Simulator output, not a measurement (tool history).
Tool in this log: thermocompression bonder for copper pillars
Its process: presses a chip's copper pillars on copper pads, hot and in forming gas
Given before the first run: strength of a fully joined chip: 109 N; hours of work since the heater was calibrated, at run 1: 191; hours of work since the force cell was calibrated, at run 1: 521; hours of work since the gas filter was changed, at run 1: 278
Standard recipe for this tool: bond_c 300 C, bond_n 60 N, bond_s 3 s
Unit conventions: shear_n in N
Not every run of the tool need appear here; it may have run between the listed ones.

run	hour	bond_c	bond_n	bond_s	hours of work since the heater was calibrated	hours of work since the force cell was calibrated	hours of work since the gas filter was changed	shear_n
1	0.0	300	60	3	191	521	278	73.7
2	19.4	300	60	3	201	531	287	76.6
3	36.6	300	86	3	209	539	296	86.2
4	49.7	300	56	3	216	546	303	72.3
5	61.6	300	56	3	222	552	309	71.0
# hour 69.5: forming gas filter changed
6	72.5	300	56	3	227	557	1	73.3
7	96.9	300	56	3	239	569	14	73.1
8	114.6	300	56	3	248	578	23	73.1
9	140.5	300	56	3	261	591	36	70.5
10	156.0	300	56	3	269	599	43	72.4
11	175.5	300	60	3	279	609	53	75.3
12	193.2	300	60	3	288	618	62	75.2
13	211.7	305	60	3	297	627	71	78.6
14	228.2	305	46	3	305	635	80	68.8
15	244.9	305	46	3	314	644	88	69.6
16	261.7	305	46	3	322	652	97	68.7
17	275.1	305	46	3	329	659	103	68.0
18	292.8	305	46	2	338	668	112	61.2
19	318.0	275	42	3	351	680	125	48.4
20	335.4	275	42	3	359	689	134	48.1
21	347.5	319	50	2	365	695	140	71.4
22	359.0	293	69	2	371	701	146	68.2
23	371.5	293	54	2	378	707	152	58.7
24	384.1	293	54	2	384	714	158	60.3
25	394.5	293	54	2	389	719	163	59.5
26	419.1	303	78	3	402	731	176	84.8
27	444.7	303	78	3	414	744	189	84.6
28	467.3	274	44	3	426	756	200	49.6
29	488.7	300	52	2	437	766	211	63.2
30	512.2	301	47	8	448	778	223	85.5
31	533.8	300	46	3	459	789	234	66.3

4 ways to go on from here, each from the tool as it stands after run 31. What would each give?
A	546.3	303	69	2	465	795	240	?
B	546.3	280	46	3	465	795	240	?
C	546.3	273	60	5	465	795	240	?
D	546.3	300	54	3	465	795	240	?

run	shear_n
A	74.8
B	52.8
C	67.1
D	72.3
With the hidden condition removed and each run's random variation left untouched, the same runs would have given:
run	shear_n
A	75.1
B	52.9
C	67.4
D	72.5

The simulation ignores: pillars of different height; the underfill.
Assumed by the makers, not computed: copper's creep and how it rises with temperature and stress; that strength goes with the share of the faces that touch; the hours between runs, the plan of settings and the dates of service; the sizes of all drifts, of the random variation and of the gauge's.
